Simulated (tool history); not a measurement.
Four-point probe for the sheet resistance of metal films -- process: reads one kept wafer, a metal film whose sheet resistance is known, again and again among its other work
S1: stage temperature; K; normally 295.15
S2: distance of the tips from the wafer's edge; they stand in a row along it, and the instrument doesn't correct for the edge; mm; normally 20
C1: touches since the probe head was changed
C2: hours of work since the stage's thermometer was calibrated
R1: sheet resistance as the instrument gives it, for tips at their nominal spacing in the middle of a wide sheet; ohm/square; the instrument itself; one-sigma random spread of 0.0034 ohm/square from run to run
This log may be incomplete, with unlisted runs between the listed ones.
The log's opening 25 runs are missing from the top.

Run 26, hour 279.5: usual settings but S1 292.15 K, S2 33 mm; C1 28131; C2 1170. Result: R1 17.204893 ohm/square.
Run 27, hour 291.9: usual settings but S1 306.15 K, S2 5 mm; C1 28613; C2 1177. Result: R1 17.542625 ohm/square.
Run 28, hour 302.4: usual settings but S1 306.15 K, S2 5 mm; C1 29024; C2 1183. Result: R1 17.550297 ohm/square.
Run 29, hour 314.9: usual settings but S1 296.15 K, S2 45 mm; C1 29511; C2 1191. Result: R1 17.141671 ohm/square.
Run 30, hour 326.4: usual settings but S1 302.15 K, S2 17 mm; C1 29958; C2 1198. Result: R1 17.090868 ohm/square.
Run 31, hour 342.2: usual settings but S1 302.15 K, S2 17 mm; C1 30574; C2 1207. Result: R1 17.081652 ohm/square.
Run 32, hour 355.3: usual settings but S1 302.15 K, S2 17 mm; C1 31083; C2 1215. Result: R1 17.086529 ohm/square.
Run 33, hour 364.3: usual settings but S1 300.15 K, S2 39 mm; C1 31437; C2 1220. Result: R1 17.076898 ohm/square.
Run 34, hour 377.9: usual settings but S1 300.15 K, S2 3 mm; C1 31968; C2 1228. Result: R1 18.552988 ohm/square.
Run 35, hour 392.4: usual settings but S1 299.15 K, S2 9 mm; C1 32530; C2 1237. Result: R1 17.261858 ohm/square.

What does the tool deliver on the next run?
Run 36, hour 408: usual settings but S1 299.15 K, S2 9 mm; C1 33141; C2 1246. Result: R1 ?.

R1: 17.25829 ohm/square
Had the tool carried no hidden state, the very same run would have given R1 17.259961 ohm/square.

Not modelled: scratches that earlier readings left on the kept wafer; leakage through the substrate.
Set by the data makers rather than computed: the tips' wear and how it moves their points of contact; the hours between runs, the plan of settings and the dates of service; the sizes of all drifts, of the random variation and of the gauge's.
